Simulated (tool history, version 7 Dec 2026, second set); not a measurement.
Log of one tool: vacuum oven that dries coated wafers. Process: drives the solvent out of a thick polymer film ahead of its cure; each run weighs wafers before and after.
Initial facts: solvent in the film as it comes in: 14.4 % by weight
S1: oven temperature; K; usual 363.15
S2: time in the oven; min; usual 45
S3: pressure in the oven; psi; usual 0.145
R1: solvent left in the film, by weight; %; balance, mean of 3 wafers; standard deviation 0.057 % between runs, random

{"run": 1, "day": 0.0, "S1": 363.15, "S2": 45, "S3": 0.145, "R1": 2.65}
{"run": 2, "day": 3.342, "S1": 363.15, "S2": 45, "S3": 0.145, "R1": 2.64}
{"run": 3, "day": 5.112, "S1": 363.15, "S2": 45, "S3": 0.145, "R1": 2.64}
{"run": 4, "day": 8.05, "S1": 363.15, "S2": 45, "S3": 0.145, "R1": 2.66}
{"run": 5, "day": 9.646, "S1": 363.15, "S2": 31, "S3": 0.145, "R1": 3.81}
{"run": 6, "day": 12.296, "S1": 358.15, "S2": 45, "S3": 0.145, "R1": 3.48}
{"run": 7, "day": 14.083, "S1": 357.15, "S2": 45, "S3": 0.145, "R1": 3.79}
{"day": 16.208, "done": "oven's thermocouples calibrated"}
{"run": 8, "day": 17.533, "S1": 363.15, "S2": 32, "S3": 0.145, "R1": 3.7}
{"run": 9, "day": 20.842, "S1": 363.15, "S2": 32, "S3": 0.145, "R1": 3.74}
{"run": 10, "day": 23.971, "S1": 363.15, "S2": 32, "S3": 0.145, "R1": 3.68}
{"run": 11, "day": 25.788, "S1": 363.15, "S2": 45, "S3": 0.145, "R1": 2.68}
{"run": 12, "day": 27.721, "S1": 363.15, "S2": 63, "S3": 0.145, "R1": 2.26}
{"run": 13, "day": 29.783, "S1": 363.15, "S2": 45, "S3": 0.145, "R1": 2.72}
{"day": 32.971, "done": "oven's thermocouples calibrated, once more"}
{"run": 14, "day": 32.971, "S1": 363.15, "S2": 45, "S3": 0.45, "R1": 5.82}
{"run": 15, "day": 36.242, "S1": 363.15, "S2": 45, "S3": 0.145, "R1": 2.95}
{"run": 16, "day": 39.738, "S1": 363.15, "S2": 45, "S3": 0.145, "R1": 2.96}
{"run": 17, "day": 42.288, "S1": 363.15, "S2": 45, "S3": 0.145, "R1": 2.88}
{"run": 18, "day": 43.942, "S1": 363.15, "S2": 45, "S3": 0.145, "R1": 2.97}
{"run": 19, "day": 46.975, "S1": 359.15, "S2": 56, "S3": 0.576, "R1": 8.02}
{"run": 20, "day": 49.967, "S1": 360.15, "S2": 23, "S3": 0.574, "R1": 9.2}
{"run": 21, "day": 53.696, "S1": 360.15, "S2": 23, "S3": 0.574, "R1": 9.34}
{"run": 22, "day": 57.104, "S1": 370.15, "S2": 23, "S3": 0.171, "R1": 3.94}
{"run": 23, "day": 59.083, "S1": 370.15, "S2": 23, "S3": 0.171, "R1": 4.14}
{"run": 24, "day": 61.05, "S1": 370.15, "S2": 46, "S3": 0.518, "R1": 5.03}
{"run": 25, "day": 63.242, "S1": 377.15, "S2": 47, "S3": 0.518, "R1": 3.58}
{"run": 26, "day": 65.762, "S1": 361.15, "S2": 48, "S3": 0.177, "R1": 3.6}
{"run": 27, "day": 67.85, "S1": 373.15, "S2": 35, "S3": 0.177, "R1": 2.45}
{"run": 28, "day": 69.608, "S1": 363.15, "S2": 34, "S3": 0.151, "R1": 3.97}
{"run": 29, "day": 71.521, "S1": 363.15, "S2": 34, "S3": 0.151, "R1": 3.96}
{"run": 30, "day": 75.012, "S1": 378.15, "S2": 30, "S3": 0.146, "R1": 1.97}
{"run": 31, "day": 78.121, "S1": 378.15, "S2": 30, "S3": 0.146, "R1": 1.92}
{"run": 32, "day": 79.896, "S1": 356.15, "S2": 31, "S3": 0.131, "R1": 5.5}
{"day": 82.429, "done": "oven's thermocouples calibrated"}
{"run": 33, "day": 83.396, "S1": 371.15, "S2": 34, "S3": 0.196, "R1": 2.97}
{"run": 34, "day": 85.262, "S1": 371.15, "S2": 34, "S3": 0.196, "R1": 2.95}
{"run": 35, "day": 87.908, "S1": 368.15, "S2": 38, "S3": 0.561, "R1": 6.11}

Here are 4 independent what-if runs from the current tool condition. What would each one return?
{"run": "A", "day": 90.812, "S1": 367.15, "S2": 29, "S3": 0.145, "R1": "?"}
{"run": "B", "day": 90.812, "S1": 377.15, "S2": 45, "S3": 0.22, "R1": "?"}
{"run": "C", "day": 90.812, "S1": 368.15, "S2": 66, "S3": 0.249, "R1": "?"}
{"run": "D", "day": 90.812, "S1": 360.15, "S2": 65, "S3": 0.135, "R1": "?"}

run=A R1=3.69
run=B R1=2.00
run=C R1=2.84
run=D R1=2.93
Without the tool's unlogged condition, the same runs would have read:
run=A R1=3.20
run=B R1=1.60
run=C R1=2.29
run=D R1=2.20
